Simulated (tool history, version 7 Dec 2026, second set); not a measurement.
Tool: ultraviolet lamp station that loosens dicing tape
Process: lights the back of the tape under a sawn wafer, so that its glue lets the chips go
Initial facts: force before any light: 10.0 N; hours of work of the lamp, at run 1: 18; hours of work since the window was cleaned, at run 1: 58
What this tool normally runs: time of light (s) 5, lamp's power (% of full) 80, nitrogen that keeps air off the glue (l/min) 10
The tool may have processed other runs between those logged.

run   hour  time of light (s)  lamp's power (% of full)  nitrogen that keeps air off the glue (l/min)  hours of work of the lamp  hours of work since the window was cleaned  force that peels the tape off (N)  light that reached the tape (mJ/cm2)
  1    0.0                  5                        80                                            10                         18                                          58                              0.314                                   524
  2   16.5                  5                        80                                            10                         28                                          69                              0.320                                   521
  3   26.5                  5                        80                                            10                         35                                          75                              0.304                                   528
  4   34.9                  5                        80                                            10                         40                                          81                              0.330                                   525
  5   46.2                  5                        80                                            10                         48                                          88                              0.335                                   526
  6   61.8                  5                        80                                            10                         58                                          98                              0.308                                   525
  7   70.4                  5                        80                                            10                         64                                         104                              0.305                                   527
  8   83.7                  5                        80                                            10                         72                                         112                              0.323                                   517
  9   93.1                  5                        80                                            10                         78                                         118                              0.318                                   525
 10  109.3                  5                        80                                            10                         89                                         129                              0.320                                   533
 11  123.5                  5                        72                                            10                         98                                         138                              0.402                                   473
 12  131.0                  5                        72                                            10                        103                                         143                              0.378                                   474
 13  146.8                  4                        80                                            10                        113                                         153                              0.494                                   420
 14  155.9                  5                        80                                            10                        119                                         159                              0.305                                   526
 15  170.0                  5                        97                                            10                        128                                         169                              0.230                                   637
 16  179.1                  5                        80                                             3                        134                                         175                              0.568                                   521
 17  186.3                  5                        80                                             5                        139                                         179                              0.421                                   528
 18  197.1                  5                        80                                             5                        146                                         186                              0.415                                   525
 19  208.8                  5                        80                                            10                        154                                         194                              0.302                                   528
 20  223.9                  5                        80                                            10                        164                                         204                              0.315                                   528
 21  235.6                  5                        80                                            10                        171                                         211                              0.296                                   528
 22  250.1                  5                        80                                            10                        181                                         221                              0.313                                   527
 23  265.5                  5                        74                                             7                        191                                         231                              0.423                                   484
 24  280.1                  7                        74                                             7                        200                                         240                              0.232                                   686
 25  291.8                  7                        74                                             7                        208                                         248                              0.235                                   681
 26  307.4                  5                        97                                             5                        218                                         258                              0.296                                   633
 27  323.4                  2                        86                                             7                        228                                         268                              1.928                                   224
 28  330.7                  3                        75                                            16                        233                                         273                              0.864                                   298
 29  339.0                  3                        75                                            16                        239                                         279                              0.839                                   295
 30  349.8                  3                        75                                             5                        246                                         286                              1.329                                   293
 31  367.2                  3                        75                                             5                        257                                         297                              1.404                                   296
 32  381.4                  3                        75                                             7                        266                                         306                              1.226                                   292
 33  389.4                  3                        83                                            19                        271                                         311                              0.668                                   327
 34  403.5                  5                        80                                             9                        281                                         321                              0.328                                   522
 35  419.2                  5                        85                                            12                        291                                         331                              0.269                                   554
 36  435.4                  3                        98                                            11                        301                                         341                              0.565                                   391
 37  452.0                  4                        91                                             8                        312                                         352                              0.408                                   482
 38  459.3                  4                        91                                             8                        317                                         357                              0.416                                   480
 39  468.5                  5                        73                                             5                        323                                         363                              0.522                                   483
 40  477.6                  5                        73                                             5                        329                                         369                              0.514                                   479
 41  489.0                  3                        67                                            15                        336                                         376                              1.091                                   264
 42  497.8                  7                        67                                            18                        342                                         382                              0.221                                   618
 43  514.5                  8                        80                                             4                        353                                         393                              0.218                                   849
 44  530.9                  8                        80                                             4                        364                                         404                              0.200                                   839

Below are 4 alternative next runs, each starting from the tool's condition after run 44. Predict each:
  A  540.8                  5                        80                                            10                        370                                         410                                  ?                                     ?
  B  540.8                  6                        81                                             9                        370                                         410                                  ?                                     ?
  C  540.8                  5                        70                                            10                        370                                         410                                  ?                                     ?
  D  540.8                  5                        62                                            10                        370                                         410                                  ?                                     ?

run  force that peels the tape off (N)  light that reached the tape (mJ/cm2)
  A                              0.296                                   528
  B                              0.243                                   647
  C                              0.396                                   456
  D                              0.522                                   406
Without the tool's hidden state the same runs would have given:
run  force that peels the tape off (N)  light that reached the tape (mJ/cm2)
  A                              0.295                                   529
  B                              0.242                                   647
  C                              0.395                                   456
  D                              0.521                                   407
